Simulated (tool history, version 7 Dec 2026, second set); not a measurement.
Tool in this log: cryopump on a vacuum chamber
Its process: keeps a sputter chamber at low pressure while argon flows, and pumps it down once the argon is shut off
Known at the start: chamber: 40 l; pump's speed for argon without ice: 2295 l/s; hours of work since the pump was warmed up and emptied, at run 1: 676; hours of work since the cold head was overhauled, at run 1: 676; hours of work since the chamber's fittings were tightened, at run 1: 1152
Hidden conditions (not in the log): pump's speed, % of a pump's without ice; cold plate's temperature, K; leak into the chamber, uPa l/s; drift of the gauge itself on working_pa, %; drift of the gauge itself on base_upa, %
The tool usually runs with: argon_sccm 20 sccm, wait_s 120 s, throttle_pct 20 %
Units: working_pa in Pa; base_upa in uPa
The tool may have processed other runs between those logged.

run,day,argon_sccm,wait_s,throttle_pct,hours of work since the pump was warmed up and emptied,hours of work since the cold head was overhauled,hours of work since the chamber's fittings were tightened,working_pa,base_upa
1,0,20,120,20,676,676,1152,0.077,1.22
2,1.004,20,120,20,686,686,1162,0.0775,1.27
3,1.829,20,120,20,694,694,1170,0.0764,1.25
4,3.112,20,120,20,707,707,1183,0.0778,1.24
5,4.092,20,120,20,717,717,1192,0.0771,1.27
6,5.308,17,120,20,729,729,1204,0.0656,1.27
7,6.55,20,92,15,741,741,1217,0.1019,1.49
8,8.112,28,126,28,757,757,1232,0.0793,1.28
# day 8.567: pump warmed up, emptied and cooled again
9,9.862,28,126,28,13,772,1248,0.0739,1.14

Run 10, settings as shown, results not yet in. Your forecast:
10,11.012,28,126,28,24,784,1259,?,?

working_pa: 0.074 Pa
base_upa: 1.12 uPa
With no hidden state in the tool, this same run would have given working_pa 0.0735 Pa, base_upa 0.64 uPa.

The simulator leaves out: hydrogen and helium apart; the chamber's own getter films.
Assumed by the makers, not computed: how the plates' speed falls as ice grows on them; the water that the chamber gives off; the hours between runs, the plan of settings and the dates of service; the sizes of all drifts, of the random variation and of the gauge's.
